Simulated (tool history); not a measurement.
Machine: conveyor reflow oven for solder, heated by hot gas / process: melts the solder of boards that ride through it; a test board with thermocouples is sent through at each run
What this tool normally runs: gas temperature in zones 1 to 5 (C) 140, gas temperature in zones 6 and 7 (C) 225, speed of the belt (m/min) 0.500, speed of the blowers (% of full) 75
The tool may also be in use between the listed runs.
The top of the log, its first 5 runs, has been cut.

| run | day | gas temperature in zones 1 to 5 (C) | gas temperature in zones 6 and 7 (C) | speed of the belt (m/min) | speed of the blowers (% of full) | hours of work since the flux was cleaned out | hours of work since the belt drive was overhauled | hours of work since the thermocouples were changed | highest temperature of the board (C) | time above the solder's melting point (s) |
|---|---|---|---|---|---|---|---|---|---|---|
| 6 | 14.838 | 140 | 225 | 0.500 | 51 | 128 | 1139 | 241 | 208.1 | 62.9 |
| 7 | 17.146 | 140 | 225 | 0.500 | 51 | 166 | 1177 | 279 | 208.0 | 62.7 |
| 8 | 19.679 | 140 | 225 | 0.500 | 75 | 207 | 1218 | 320 | 213.9 | 72.2 |
| 9 | 21.658 | 140 | 225 | 0.500 | 68 | 240 | 1251 | 353 | 212.7 | 70.2 |
| 10 | 23.467 | 140 | 225 | 0.500 | 68 | 270 | 1281 | 383 | 212.4 | 69.9 |
| 11 | 26.950 | 140 | 225 | 0.500 | 68 | 327 | 1338 | 440 | 212.2 | 69.8 |
| 12 | 30.262 | 140 | 225 | 0.500 | 68 | 381 | 1392 | 494 | 212.1 | 70.0 |
| 13 | 33.067 | 140 | 221 | 0.500 | 75 | 428 | 1438 | 540 | 210.2 | 67.7 |
| 14 | 35.350 | 140 | 221 | 0.500 | 75 | 465 | 1476 | 578 | 210.3 | 68.3 |
|  | 35.725 | belt drive overhauled, speed set with a stopwatch |
|  | 36.571 | flux residue cleaned out of gas plates and filters |
| 15 | 37.612 | 140 | 221 | 0.539 | 75 | 17 | 28 | 609 | 209.8 | 64.1 |
| 16 | 41.688 | 136 | 236 | 0.500 | 56 | 84 | 95 | 676 | 220.3 | 77.2 |
|  | 43.058 | belt drive overhauled, speed set with a stopwatch, once more |
| 17 | 46.108 | 136 | 236 | 0.500 | 56 | 154 | 50 | 746 | 218.9 | 73.0 |
| 18 | 48.046 | 133 | 239 | 0.458 | 75 | 186 | 82 | 778 | 228.9 | 88.0 |
| 19 | 50.104 | 127 | 239 | 0.554 | 75 | 220 | 116 | 812 | 221.9 | 65.0 |
| 20 | 54.000 | 142 | 225 | 0.581 | 68 | 284 | 180 | 876 | 209.7 | 55.0 |
| 21 | 57.729 | 147 | 225 | 0.423 | 70 | 345 | 241 | 937 | 218.7 | 94.3 |
| 22 | 61.908 | 147 | 225 | 0.423 | 70 | 414 | 310 | 1006 | 218.5 | 94.4 |
| 23 | 64.654 | 147 | 225 | 0.423 | 70 | 459 | 355 | 1051 | 218.6 | 94.5 |
|  | 66.375 | flux residue cleaned out of gas plates and filters |
| 24 | 67.688 | 147 | 225 | 0.423 | 70 | 22 | 402 | 1098 | 220.1 | 96.5 |
| 25 | 71.846 | 139 | 239 | 0.500 | 61 | 90 | 470 | 1166 | 225.7 | 80.2 |
| 26 | 74.175 | 139 | 239 | 0.500 | 61 | 128 | 508 | 1204 | 225.6 | 80.7 |
| 27 | 75.971 | 154 | 225 | 0.500 | 66 | 158 | 538 | 1234 | 216.9 | 81.3 |
|  | 79.621 | thermocouples of zones 6 and 7 changed |
| 28 | 79.717 | 150 | 229 | 0.500 | 75 | 218 | 598 | 2 | 217.3 | 79.9 |
| 29 | 83.558 | 125 | 225 | 0.454 | 75 | 281 | 661 | 65 | 213.1 | 72.2 |
| 30 | 87.354 | 125 | 217 | 0.572 | 66 | 344 | 724 | 127 | 196.5 | 32.6 |

Consider 4 possible next runs. They are alternatives, not a sequence: every one starts from the tool as it was left by run 30. What does each give?
| A | 89.946 | 152 | 237 | 0.500 | 75 | 386 | 766 | 170 | ? | ? |
| B | 89.946 | 140 | 228 | 0.500 | 75 | 386 | 766 | 170 | ? | ? |
| C | 89.946 | 140 | 225 | 0.529 | 75 | 386 | 766 | 170 | ? | ? |
| D | 89.946 | 140 | 215 | 0.500 | 75 | 386 | 766 | 170 | ? | ? |

| run | highest temperature of the board (C) | time above the solder's melting point (s) |
|---|---|---|
| A | 225.1 | 87.2 |
| B | 215.0 | 72.7 |
| C | 211.3 | 64.2 |
| D | 203.7 | 59.6 |
Stripped of hidden state, with their random variation kept, the same runs would have yielded:
| run | highest temperature of the board (C) | time above the solder's melting point (s) |
|---|---|---|
| A | 226.0 | 86.8 |
| B | 216.0 | 73.1 |
| C | 212.3 | 64.9 |
| D | 204.6 | 60.7 |
